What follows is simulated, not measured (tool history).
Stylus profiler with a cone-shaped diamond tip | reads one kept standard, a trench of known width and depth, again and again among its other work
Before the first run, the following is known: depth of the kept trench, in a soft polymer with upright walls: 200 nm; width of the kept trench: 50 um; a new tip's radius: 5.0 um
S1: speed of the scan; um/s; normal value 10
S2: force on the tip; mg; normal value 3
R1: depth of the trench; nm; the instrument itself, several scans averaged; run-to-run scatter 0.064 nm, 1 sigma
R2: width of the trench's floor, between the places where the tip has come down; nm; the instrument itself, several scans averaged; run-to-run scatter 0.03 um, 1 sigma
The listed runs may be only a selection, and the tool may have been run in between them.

run    hour  S1    S2      R1     R2
  1       0  10     3  202.01  46830
  2   100.7  10     3  201.91  46760
  3   240.6  10     3  201.92  46790
  4   356.3  10  3.25  201.98  46750
  5   421.7  10  3.25  201.91  46720
  6   492.4  21     3  201.82  46690
  7   554.5  10  6.52  203.21  46720
  8   642.9  10  7.15   203.4  46710
  9   779.1  12  4.57   202.4  46630
 10   843.5  10  7.62  203.59  46620
      855.1  -- height scale calibrated on a step standard
 11   958.1  32  2.21  201.04  46480
 12  1064.1  39  7.18  203.15  46490
 13  1157.3  39  7.18  203.13  46500
 14  1218.9  39  7.18  203.02  46410

Selected run-to-run steps in R1, each split into two signed amounts: the part the tool would show with no hidden state at all (from settings, incoming material and random variation), and the remainder, which goes to the hidden state together with any gauge scatter not common to the measured and the hidden-state-free results:
The tool's hidden condition here consists of: radius of the tip, um; height scale over the true one, %; drift of the gauge itself on depth_nm, %; drift of the gauge itself on floor_um, %.
Run 10 -> 11: S1 10 -> 32, S2 7.62 -> 2.21, height scale calibrated on a step standard. R1 -2.55 nm: hidden state -0.26, all else -2.29.
